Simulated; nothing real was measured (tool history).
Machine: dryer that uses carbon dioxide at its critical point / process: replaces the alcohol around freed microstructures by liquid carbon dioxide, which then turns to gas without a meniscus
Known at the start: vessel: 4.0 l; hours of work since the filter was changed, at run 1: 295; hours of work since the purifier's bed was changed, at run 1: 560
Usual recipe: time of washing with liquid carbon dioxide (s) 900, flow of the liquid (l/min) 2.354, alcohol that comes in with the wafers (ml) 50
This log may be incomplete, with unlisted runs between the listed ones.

run,hour,time of washing with liquid carbon dioxide (s),flow of the liquid (l/min),alcohol that comes in with the wafers (ml),hours of work since the filter was changed,hours of work since the purifier's bed was changed,alcohol left in the vessel before it's heated (ppm by volume)
1,0,900,2.354,50,295,560,98
2,26.3,900,2.354,50,313,578,91
3,44.5,900,2.354,50,326,591,112
4,83.5,900,2.354,50,353,618,101
5,111.7,900,2.354,50,373,638,94
6,135.3,900,2.354,50,389,654,111
7,175.1,900,2.354,23,417,682,92
8,203.4,900,2.354,34,436,701,94
9,238.5,900,2.354,50,461,726,116
10,270.8,900,2.354,41,483,748,114
11,312.3,900,2.354,111,512,777,209
# hour 331.7: inlet filter changed
12,351.8,900,2.354,50,14,803,98
13,392.3,900,2.354,47,42,832,104
14,413.9,900,2.354,47,57,847,99
15,439.3,900,2.354,47,75,864,94
16,467.5,960,2.24,23,94,884,85
17,496.9,900,2.354,58,115,904,126
18,527.7,900,2.354,58,136,925,117
19,554.3,900,2.354,58,154,944,125
20,584.9,1380,2.354,50,176,965,87
21,617.4,900,3.41,50,198,988,96
22,649.7,1320,3.76,110,221,1010,93
23,679.7,900,2.5,27,241,1031,108
24,698.5,900,2.5,73,254,1044,129
25,715.6,900,2.354,50,266,1056,145
26,751.3,1200,3.98,33,291,1081,102
27,791.4,840,2.354,50,319,1108,162
28,819.2,840,2.354,50,338,1128,167

Run by run, hidden condition taken away, random variation retained:
The tool's hidden condition here consists of: flow that reaches the vessel past the clogged filter, %; alcohol in the recycled carbon dioxide, ppm; drift of the gauge itself on alcohol_ppm, %.
run,alcohol left in the vessel before it's heated (ppm by volume)
1,33
2,22
3,40
4,24
5,14
6,30
7,19
8,12
9,22
10,20
11,58
12,28
13,30
14,23
15,19
16,7
17,41
18,30
19,33
20,5
21,12
22,5
23,15
24,21
25,39
26,11
27,39
28,41

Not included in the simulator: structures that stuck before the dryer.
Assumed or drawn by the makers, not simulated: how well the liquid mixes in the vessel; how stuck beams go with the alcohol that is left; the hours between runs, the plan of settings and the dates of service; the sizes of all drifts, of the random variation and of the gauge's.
